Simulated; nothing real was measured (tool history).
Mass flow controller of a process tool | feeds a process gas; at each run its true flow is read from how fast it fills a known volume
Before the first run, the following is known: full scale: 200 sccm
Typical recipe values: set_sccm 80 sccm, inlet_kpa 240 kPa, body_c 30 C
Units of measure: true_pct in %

run 1 hour=0 | set_sccm=80 inlet_kpa=240 body_c=30 | true_pct=99.25
run 2 hour=54.8 | set_sccm=80 inlet_kpa=240 body_c=30 | true_pct=99.31
run 3 hour=109.4 | set_sccm=80 inlet_kpa=160 body_c=30 | true_pct=99.61
run 4 hour=194.4 | set_sccm=80 inlet_kpa=240 body_c=30 | true_pct=99.32
run 5 hour=288.5 | set_sccm=80 inlet_kpa=240 body_c=30 | true_pct=99.21
run 6 hour=357 | set_sccm=80 inlet_kpa=142 body_c=30 | true_pct=99.82
run 7 hour=450.7 | set_sccm=80 inlet_kpa=240 body_c=30 | true_pct=99.42
run 8 hour=578.7 | set_sccm=32 inlet_kpa=240 body_c=30 | true_pct=99.36
run 9 hour=682.3 | set_sccm=32 inlet_kpa=240 body_c=30 | true_pct=99.51
run 10 hour=764.6 | set_sccm=32 inlet_kpa=240 body_c=30 | true_pct=99.66
run 11 hour=857.6 | set_sccm=32 inlet_kpa=240 body_c=30 | true_pct=99.74
run 12 hour=954.8 | set_sccm=32 inlet_kpa=195 body_c=30 | true_pct=100.1
run 13 hour=1033.1 | set_sccm=32 inlet_kpa=195 body_c=30 | true_pct=100.19
run 14 hour=1109.6 | set_sccm=29 inlet_kpa=195 body_c=30 | true_pct=100.32
run 15 hour=1178.9 | set_sccm=80 inlet_kpa=262 body_c=34 | true_pct=100.05

Predict the results of run 16:
run 16 hour=1301.3 | set_sccm=32 inlet_kpa=146 body_c=26 | true_pct=?

Run 16 yielded true_pct 100.08 %.
The same run, on a tool lacking any hidden state, would have yielded true_pct 98.77 %.
